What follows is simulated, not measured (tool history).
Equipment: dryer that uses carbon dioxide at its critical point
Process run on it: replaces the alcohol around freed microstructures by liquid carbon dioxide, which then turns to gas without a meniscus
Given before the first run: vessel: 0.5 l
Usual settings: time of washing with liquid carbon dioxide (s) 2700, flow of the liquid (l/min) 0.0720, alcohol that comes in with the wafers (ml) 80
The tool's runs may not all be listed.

run	hour	time of washing with liquid carbon dioxide (s)	flow of the liquid (l/min)	alcohol that comes in with the wafers (ml)	alcohol left in the vessel before it's heated (ppm by volume)
1	0.0	2700	0.0720	80	1790
# hour 8.8: inlet filter changed
2	48.3	2280	0.0720	80	2340
3	79.5	2280	0.0720	99	2968
4	130.7	2700	0.0720	32	501
5	158.8	2700	0.0720	26	433
6	200.0	2700	0.0720	26	441
7	238.8	2700	0.0720	26	450
8	270.1	2700	0.0720	80	1419
9	330.5	3120	0.0720	80	762
10	392.1	3120	0.0720	80	857
11	417.6	2700	0.0720	80	1793
12	475.5	2700	0.0720	80	1880
# hour 501.9: inlet filter changed
13	507.0	2700	0.0720	80	1030
14	554.5	2700	0.0720	80	1077
15	581.1	2700	0.0720	80	1153
16	638.0	2700	0.0720	80	1220
17	695.3	2700	0.0720	52	857
18	737.3	2700	0.0720	52	905
19	786.8	2700	0.0720	52	981
20	848.0	2700	0.1033	80	222
# hour 883.7: purifier's bed changed
21	894.6	2700	0.1033	38	103
22	934.5	2700	0.1033	38	111
23	982.3	2700	0.0720	34	819
# hour 995.3: inlet filter changed
24	1045.0	2700	0.0720	34	484
25	1097.7	2700	0.0720	34	512
26	1154.7	2220	0.0775	39	1074
27	1207.6	2220	0.0775	39	1146
28	1260.1	3060	0.0791	46	270
29	1303.3	2700	0.0574	33	1734
30	1363.7	1980	0.0916	74	2026
31	1423.4	3180	0.1180	44	38
32	1457.9	3300	0.0439	21	1726
# hour 1486.5: inlet filter changed
33	1498.1	2040	0.0929	34	502
34	1524.1	1920	0.0929	100	1924
35	1578.5	1920	0.0929	100	2028
36	1625.3	1680	0.0524	22	5125
37	1677.6	3120	0.0871	41	127
38	1708.0	3360	0.0871	38	81
39	1742.0	2700	0.0901	24	154
40	1791.8	2700	0.0957	28	122
41	1842.6	4140	0.0439	29	950
42	1899.3	2040	0.0710	66	4689
43	1939.3	2040	0.0710	66	4956
# hour 1978.4: inlet filter changed
44	1981.7	2460	0.0710	28	629
45	2030.6	3060	0.0638	28	423
46	2067.3	4020	0.0720	80	137
47	2103.9	4020	0.0720	35	83

3 ways to go on from here, each from the tool as it stands after run 47. What would each give?
A	2133.0	2460	0.0548	84	?
B	2133.0	2700	0.0720	35	?
C	2133.0	1800	0.1054	63	?

run	alcohol left in the vessel before it's heated (ppm by volume)
A	6164
B	565
C	1014
With the hidden condition removed and each run's random variation left untouched, the same runs would have given:
run	alcohol left in the vessel before it's heated (ppm by volume)
A	5251
B	423
C	783
